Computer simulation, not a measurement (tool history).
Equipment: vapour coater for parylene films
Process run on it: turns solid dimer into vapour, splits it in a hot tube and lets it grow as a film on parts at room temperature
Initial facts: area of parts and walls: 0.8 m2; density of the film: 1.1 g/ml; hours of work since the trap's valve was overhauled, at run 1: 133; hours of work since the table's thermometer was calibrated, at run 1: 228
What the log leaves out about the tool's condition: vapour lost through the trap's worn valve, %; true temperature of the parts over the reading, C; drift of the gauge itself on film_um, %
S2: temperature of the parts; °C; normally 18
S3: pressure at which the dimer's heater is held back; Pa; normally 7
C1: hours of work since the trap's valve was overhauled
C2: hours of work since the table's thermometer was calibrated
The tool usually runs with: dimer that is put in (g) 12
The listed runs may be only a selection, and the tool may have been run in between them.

run 1 hour=0 | dimer_that_is_put_in_(g)=12 S2=18 S3=7 | C1=133 C2=228 | thickness_of_the_film_(µm)=9.15
run 2 hour=12.6 | dimer_that_is_put_in_(g)=16 S2=18 S3=7 | C1=139 C2=233 | thickness_of_the_film_(µm)=12.2
run 3 hour=40.7 | dimer_that_is_put_in_(g)=16 S2=18 S3=7 | C1=151 C2=245 | thickness_of_the_film_(µm)=11.99
run 4 hour=54.3 | dimer_that_is_put_in_(g)=12 S2=18 S3=7 | C1=157 C2=251 | thickness_of_the_film_(µm)=9.05
run 5 hour=75.6 | dimer_that_is_put_in_(g)=12 S2=18 S3=7 | C1=166 C2=260 | thickness_of_the_film_(µm)=9.02
run 6 hour=90.9 | dimer_that_is_put_in_(g)=12 S2=18 S3=7 | C1=173 C2=267 | thickness_of_the_film_(µm)=9.03
run 7 hour=105.7 | dimer_that_is_put_in_(g)=12 S2=18 S3=7 | C1=179 C2=274 | thickness_of_the_film_(µm)=8.81
run 8 hour=122.3 | dimer_that_is_put_in_(g)=12 S2=18 S3=7 | C1=186 C2=281 | thickness_of_the_film_(µm)=8.87
run 9 hour=153.2 | dimer_that_is_put_in_(g)=12 S2=16 S3=3.58 | C1=200 C2=294 | thickness_of_the_film_(µm)=10.63
run 10 hour=173.8 | dimer_that_is_put_in_(g)=15 S2=16 S3=3.58 | C1=209 C2=303 | thickness_of_the_film_(µm)=13.21
-- hour=198.4 trap's valve overhauled
run 11 hour=204.2 | dimer_that_is_put_in_(g)=9 S2=11 S3=3.46 | C1=3 C2=315 | thickness_of_the_film_(µm)=9.99
run 12 hour=220.5 | dimer_that_is_put_in_(g)=9 S2=11 S3=3.46 | C1=10 C2=322 | thickness_of_the_film_(µm)=9.88
run 13 hour=245 | dimer_that_is_put_in_(g)=21 S2=18 S3=3.39 | C1=20 C2=332 | thickness_of_the_film_(µm)=19.72
run 14 hour=268.7 | dimer_that_is_put_in_(g)=6 S2=18 S3=7 | C1=31 C2=343 | thickness_of_the_film_(µm)=4.96
run 15 hour=295.1 | dimer_that_is_put_in_(g)=10 S2=17 S3=5.89 | C1=42 C2=354 | thickness_of_the_film_(µm)=8.78

3 ways to go on from here, each from the tool as it stands after run 15. What would each give?
run A hour=318.1 | dimer_that_is_put_in_(g)=21 S2=10 S3=4.9 | C1=52 C2=364 | thickness_of_the_film_(µm)=?
run B hour=318.1 | dimer_that_is_put_in_(g)=10 S2=25 S3=2.4 | C1=52 C2=364 | thickness_of_the_film_(µm)=?
run C hour=318.1 | dimer_that_is_put_in_(g)=10 S2=17 S3=5.89 | C1=52 C2=364 | thickness_of_the_film_(µm)=?

run=A thickness_of_the_film_(µm)=22.68
run=B thickness_of_the_film_(µm)=7.8
run=C thickness_of_the_film_(µm)=8.71
Without the tool's hidden state the same runs would have given:
run=A thickness_of_the_film_(µm)=23.44
run=B thickness_of_the_film_(µm)=8.14
run=C thickness_of_the_film_(µm)=9.09
